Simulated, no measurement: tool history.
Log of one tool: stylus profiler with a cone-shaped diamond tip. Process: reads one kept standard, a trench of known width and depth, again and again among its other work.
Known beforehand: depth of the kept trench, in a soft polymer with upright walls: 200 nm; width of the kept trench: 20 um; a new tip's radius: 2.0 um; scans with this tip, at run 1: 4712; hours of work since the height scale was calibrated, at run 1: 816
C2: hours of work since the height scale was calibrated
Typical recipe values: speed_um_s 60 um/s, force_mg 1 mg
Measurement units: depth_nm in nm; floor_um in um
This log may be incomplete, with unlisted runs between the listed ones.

Run 1, day 0: usual settings; scans with this tip 4712; C2 816. Result: depth_nm 202.32 nm, floor_um 17.7 um.
Run 2, day 1.408: usual settings; scans with this tip 4823; C2 835. Result: depth_nm 202.3 nm, floor_um 17.74 um.
Run 3, day 2.346: usual settings; scans with this tip 4897; C2 848. Result: depth_nm 202.49 nm, floor_um 17.69 um.
Run 4, day 3.683: usual settings; scans with this tip 5003; C2 866. Result: depth_nm 202.31 nm, floor_um 17.66 um.
Run 5, day 5.488: usual settings; scans with this tip 5146; C2 891. Result: depth_nm 202.18 nm, floor_um 17.66 um.
Run 6, day 7.517: usual settings; scans with this tip 5306; C2 919. Result: depth_nm 202.17 nm, floor_um 17.66 um.
Run 7, day 9.529: usual settings; scans with this tip 5465; C2 946. Result: depth_nm 202.44 nm, floor_um 17.67 um.
Run 8, day 10.667: usual settings but speed_um_s 78 um/s; scans with this tip 5555; C2 962. Result: depth_nm 202.24 nm, floor_um 17.62 um.
Run 9, day 12.325: usual settings; scans with this tip 5686; C2 985. Result: depth_nm 202.31 nm, floor_um 17.71 um.
Run 10, day 13.942: usual settings but speed_um_s 16 um/s; scans with this tip 5814; C2 1007. Result: depth_nm 202.45 nm, floor_um 17.92 um.
Run 11, day 15.733: usual settings but force_mg 1.28 mg; scans with this tip 5956; C2 1031. Result: depth_nm 202.73 nm, floor_um 17.71 um.
Run 12, day 16.562: usual settings but force_mg 1.28 mg; scans with this tip 6021; C2 1043. Result: depth_nm 202.68 nm, floor_um 17.66 um.
Run 13, day 18.471: usual settings but speed_um_s 18 um/s; scans with this tip 6172; C2 1069. Result: depth_nm 202.5 nm, floor_um 17.97 um.
Run 14, day 19.5: usual settings; scans with this tip 6254; C2 1083. Result: depth_nm 202.4 nm, floor_um 17.64 um.
Run 15, day 20.362: usual settings; scans with this tip 6322; C2 1095. Result: depth_nm 202.26 nm, floor_um 17.63 um.
Run 16, day 21.629: usual settings; scans with this tip 6422; C2 1112. Result: depth_nm 202.41 nm, floor_um 17.62 um.
Run 17, day 23.167: usual settings but speed_um_s 158 um/s; scans with this tip 6543; C2 1133. Result: depth_nm 202.69 nm, floor_um 17.06 um.
Run 18, day 24.05: usual settings but speed_um_s 158 um/s; scans with this tip 6613; C2 1145. Result: depth_nm 202.44 nm, floor_um 17.06 um.
Run 19, day 25.017: usual settings but speed_um_s 158 um/s; scans with this tip 6690; C2 1158. Result: depth_nm 202.57 nm, floor_um 17.11 um.
Run 20, day 26.346: usual settings but speed_um_s 158 um/s; scans with this tip 6795; C2 1177. Result: depth_nm 202.5 nm, floor_um 17.07 um.
Run 21, day 27.504: usual settings but speed_um_s 158 um/s; scans with this tip 6886; C2 1192. Result: depth_nm 202.44 nm, floor_um 17.03 um.
Run 22, day 28.392: usual settings but speed_um_s 158 um/s; scans with this tip 6956; C2 1205. Result: depth_nm 202.32 nm, floor_um 17.03 um.
Run 23, day 30.412: usual settings but speed_um_s 158 um/s; scans with this tip 7116; C2 1232. Result: depth_nm 202.28 nm, floor_um 17.01 um.
Run 24, day 31.975: usual settings but speed_um_s 160 um/s, force_mg 0.61 mg; scans with this tip 7240; C2 1254. Result: depth_nm 201.94 nm, floor_um 16.71 um.
Run 25, day 32.896: usual settings but speed_um_s 23 um/s, force_mg 0.61 mg; scans with this tip 7312; C2 1266. Result: depth_nm 201.96 nm, floor_um 17.83 um.
Run 26, day 33.908: usual settings but speed_um_s 66 um/s, force_mg 0.9 mg; scans with this tip 7393; C2 1280. Result: depth_nm 202.64 nm, floor_um 17.59 um.
Run 27, day 35.508: usual settings but speed_um_s 66 um/s, force_mg 0.9 mg; scans with this tip 7519; C2 1302. Result: depth_nm 202.43 nm, floor_um 17.56 um.
Run 28, day 36.438: usual settings but force_mg 0.35 mg; scans with this tip 7593; C2 1315. Result: depth_nm 201.58 nm, floor_um 17.36 um.
Run 29, day 37.725: usual settings but speed_um_s 21 um/s, force_mg 0.99 mg; scans with this tip 7694; C2 1332. Result: depth_nm 202.64 nm, floor_um 17.85 um.
Run 30, day 39.688: usual settings but speed_um_s 21 um/s, force_mg 0.99 mg; scans with this tip 7850; C2 1359. Result: depth_nm 202.38 nm, floor_um 17.89 um.
Run 31, day 40.838: usual settings but speed_um_s 92 um/s, force_mg 2.9 mg; scans with this tip 7940; C2 1375. Result: depth_nm 204.62 nm, floor_um 17.62 um.
Run 32, day 42.604: usual settings but speed_um_s 90 um/s, force_mg 1.86 mg; scans with this tip 8080; C2 1399. Result: depth_nm 203.53 nm, floor_um 17.6 um.
Run 33, day 43.538: usual settings but speed_um_s 202 um/s, force_mg 1.86 mg; scans with this tip 8154; C2 1412. Result: depth_nm 203.63 nm, floor_um 17.13 um.
Run 34, day 44.996: usual settings but speed_um_s 157 um/s, force_mg 0.88 mg; scans with this tip 8269; C2 1432. Result: depth_nm 202.39 nm, floor_um 16.94 um.
Run 35, day 46.758: usual settings but speed_um_s 80 um/s, force_mg 2.24 mg; scans with this tip 8408; C2 1456. Result: depth_nm 204.08 nm, floor_um 17.6 um.
Run 36, day 48.067: usual settings but speed_um_s 49 um/s; scans with this tip 8512; C2 1474. Result: depth_nm 202.49 nm, floor_um 17.66 um.
Run 37, day 49.738: usual settings but force_mg 1.06 mg; scans with this tip 8644; C2 1497. Result: depth_nm 202.74 nm, floor_um 17.59 um.
Run 38, day 51.479: usual settings but speed_um_s 16 um/s, force_mg 0.52 mg; scans with this tip 8782; C2 1521. Result: depth_nm 202.01 nm, floor_um 17.81 um.
Run 39, day 53.196: usual settings but speed_um_s 92 um/s, force_mg 0.84 mg; scans with this tip 8917; C2 1544. Result: depth_nm 202.46 nm, floor_um 17.36 um.
Run 40, day 54.033: usual settings but speed_um_s 117 um/s, force_mg 0.47 mg; scans with this tip 8984; C2 1556. Result: depth_nm 201.88 nm, floor_um 16.84 um.
Run 41, day 55.15: usual settings but speed_um_s 70 um/s, force_mg 1.45 mg; scans with this tip 9072; C2 1571. Result: depth_nm 203.27 nm, floor_um 17.57 um.
Run 42, day 56.946: usual settings but speed_um_s 23 um/s, force_mg 1.7 mg; scans with this tip 9214; C2 1596. Result: depth_nm 203.56 nm, floor_um 17.85 um.
At day 57.471: height scale calibrated on a step standard.
Run 43, day 58.833: usual settings but speed_um_s 34 um/s; scans with this tip 9361; C2 19. Result: depth_nm 201.94 nm, floor_um 17.71 um.
Run 44, day 60.508: usual settings but speed_um_s 136 um/s, force_mg 0.91 mg; scans with this tip 9494; C2 42. Result: depth_nm 201.84 nm, floor_um 17.07 um.
Run 45, day 61.8: usual settings but speed_um_s 136 um/s, force_mg 0.91 mg; scans with this tip 9596; C2 59. Result: depth_nm 201.78 nm, floor_um 17.02 um.
Run 46, day 63.271: usual settings but force_mg 1.09 mg; scans with this tip 9712; C2 79. Result: depth_nm 201.94 nm, floor_um 17.6 um.

Some steps in depth_nm between neighbouring runs. How much of each would the tool show without its hidden state too (settings, what came in, random variation), and how much is left for the hidden state, with any gauge scatter that isn't in both results?
Hidden conditions of the tool in this case: radius of the tip, um; height scale over the true one, %; drift of the gauge itself on depth_nm, %; drift of the gauge itself on floor_um, %.
Run 1 -> 2: no setting touched and nothing written in the log between the runs. depth_nm -0.02 nm: hidden state +0.02, all else -0.04.
Run 4 -> 5: no setting touched and nothing written in the log between the runs. depth_nm -0.13 nm: hidden state +0.03, all else -0.16.
Run 30 -> 31: speed_um_s 21 -> 92, force_mg 0.99 -> 2.9. depth_nm +2.24 nm: hidden state +0.02, all else +2.22.
Run 34 -> 35: speed_um_s 157 -> 80, force_mg 0.88 -> 2.24. depth_nm +1.69 nm: hidden state +0.02, all else +1.67.
Run 42 -> 43: speed_um_s 23 -> 34, force_mg 1.7 -> 1, height scale calibrated on a step standard. depth_nm -1.62 nm: hidden state -0.82, all else -0.8.
